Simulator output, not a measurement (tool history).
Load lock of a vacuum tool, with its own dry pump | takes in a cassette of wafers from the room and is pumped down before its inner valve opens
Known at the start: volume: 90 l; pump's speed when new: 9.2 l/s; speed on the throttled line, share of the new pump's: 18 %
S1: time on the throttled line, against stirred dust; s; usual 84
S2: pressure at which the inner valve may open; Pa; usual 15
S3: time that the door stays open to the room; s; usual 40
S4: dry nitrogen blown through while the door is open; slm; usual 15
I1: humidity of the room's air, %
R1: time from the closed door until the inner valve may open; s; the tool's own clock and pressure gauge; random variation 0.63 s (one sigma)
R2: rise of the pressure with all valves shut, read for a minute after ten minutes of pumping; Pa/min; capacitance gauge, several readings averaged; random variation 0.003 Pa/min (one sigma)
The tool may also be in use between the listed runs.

run 1 hour=0 | S1=84 S2=15 S3=40 S4=15 | I1=47.1 | R1=156.6 R2=0.493
run 2 hour=99.2 | S1=84 S2=15 S3=40 S4=15 | I1=45.4 | R1=156.5 R2=0.48
run 3 hour=280.9 | S1=84 S2=15 S3=40 S4=15 | I1=43.8 | R1=156.5 R2=0.501
run 4 hour=447.9 | S1=84 S2=15 S3=40 S4=31 | I1=48.9 | R1=157.6 R2=0.516
run 5 hour=567.6 | S1=84 S2=15 S3=40 S4=15 | I1=48.3 | R1=157.1 R2=0.522
run 6 hour=777.7 | S1=109 S2=15 S3=63 S4=15 | I1=43.3 | R1=178.7 R2=0.556
run 7 hour=882.6 | S1=109 S2=15 S3=190 S4=40 | I1=46.6 | R1=176.8 R2=0.565
run 8 hour=1011.8 | S1=109 S2=15 S3=190 S4=40 | I1=45.7 | R1=178.6 R2=0.578
run 9 hour=1204.2 | S1=109 S2=14 S3=190 S4=40 | I1=45.2 | R1=178.3 R2=0.605
run 10 hour=1312 | S1=84 S2=15 S3=234 S4=15 | I1=42.7 | R1=157.4 R2=0.641

Forecast each of these 4 alternatives for the next run:
run A hour=1501 | S1=95 S2=15 S3=40 S4=14 | I1=49.8 | R1=? R2=?
run B hour=1501 | S1=70 S2=24 S3=40 S4=10 | I1=46.4 | R1=? R2=?
run C hour=1501 | S1=77 S2=10 S3=43 S4=15 | I1=42.8 | R1=? R2=?
run D hour=1501 | S1=75 S2=15 S3=40 S4=34 | I1=46.1 | R1=? R2=?

run=A R1=168 R2=0.617
run=B R1=140.3 R2=0.619
run=C R1=156.2 R2=0.608
run=D R1=149.6 R2=0.588
Without the tool's hidden state the same runs would have given:
run=A R1=165.9 R2=0.028
run=B R1=138.3 R2=0.034
run=C R1=153.9 R2=0.019
run=D R1=147.4 R2=0.01
